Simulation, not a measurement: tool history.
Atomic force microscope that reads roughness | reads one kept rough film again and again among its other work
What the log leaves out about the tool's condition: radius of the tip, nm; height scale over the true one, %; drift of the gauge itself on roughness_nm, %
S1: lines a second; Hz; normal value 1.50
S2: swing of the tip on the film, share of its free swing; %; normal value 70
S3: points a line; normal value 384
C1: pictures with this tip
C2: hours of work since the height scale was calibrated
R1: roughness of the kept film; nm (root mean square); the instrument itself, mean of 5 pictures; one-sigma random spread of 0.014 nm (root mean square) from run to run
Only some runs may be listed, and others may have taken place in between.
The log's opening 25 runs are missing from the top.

run 26 day=25.283 | S1=1.50 S2=70 S3=562 | C1=69 C2=928 | R1=3.567
run 27 day=26.358 | S1=2.88 S2=72 S3=428 | C1=106 C2=947 | R1=3.287
run 28 day=27.233 | S1=1.50 S2=67 S3=520 | C1=135 C2=963 | R1=3.577
run 29 day=28.267 | S1=0.68 S2=62 S3=288 | C1=170 C2=981 | R1=3.652
-- day=29.050 new tip fitted
run 30 day=29.050 | S1=3.76 S2=70 S3=981 | C1=0 C2=994 | R1=3.253
run 31 day=29.804 | S1=0.59 S2=61 S3=326 | C1=25 C2=1008 | R1=3.818
run 32 day=31.175 | S1=2.68 S2=65 S3=818 | C1=72 C2=1032 | R1=3.468
run 33 day=32.504 | S1=1.91 S2=60 S3=306 | C1=117 C2=1055 | R1=3.601
run 34 day=33.704 | S1=1.91 S2=60 S3=306 | C1=157 C2=1077 | R1=3.554
run 35 day=34.712 | S1=1.91 S2=60 S3=828 | C1=192 C2=1094 | R1=3.530
-- day=34.854 new tip fitted
run 36 day=36.271 | S1=1.22 S2=67 S3=310 | C1=48 C2=1121 | R1=3.637
run 37 day=37.425 | S1=1.22 S2=67 S3=310 | C1=87 C2=1142 | R1=3.617
run 38 day=38.288 | S1=1.22 S2=67 S3=392 | C1=116 C2=1157 | R1=3.588
run 39 day=39.396 | S1=2.14 S2=89 S3=440 | C1=153 C2=1177 | R1=2.918
run 40 day=40.154 | S1=2.14 S2=89 S3=440 | C1=179 C2=1190 | R1=2.915

Consider 3 possible next runs. They are alternatives, not a sequence: every one starts from the tool as it was left by run 40. What does each give?
-- day=40.671 new tip fitted
run A day=40.979 | S1=1.50 S2=70 S3=920 | C1=10 C2=1204 | R1=?
-- day=40.671 new tip fitted
run B day=40.979 | S1=2.14 S2=89 S3=690 | C1=10 C2=1204 | R1=?
-- day=40.671 new tip fitted
run C day=40.979 | S1=0.63 S2=76 S3=423 | C1=10 C2=1204 | R1=?

run=A R1=3.577
run=B R1=3.003
run=C R1=3.697
With no hidden state in the tool, these same runs would have given:
run=A R1=3.661
run=B R1=3.074
run=C R1=3.784
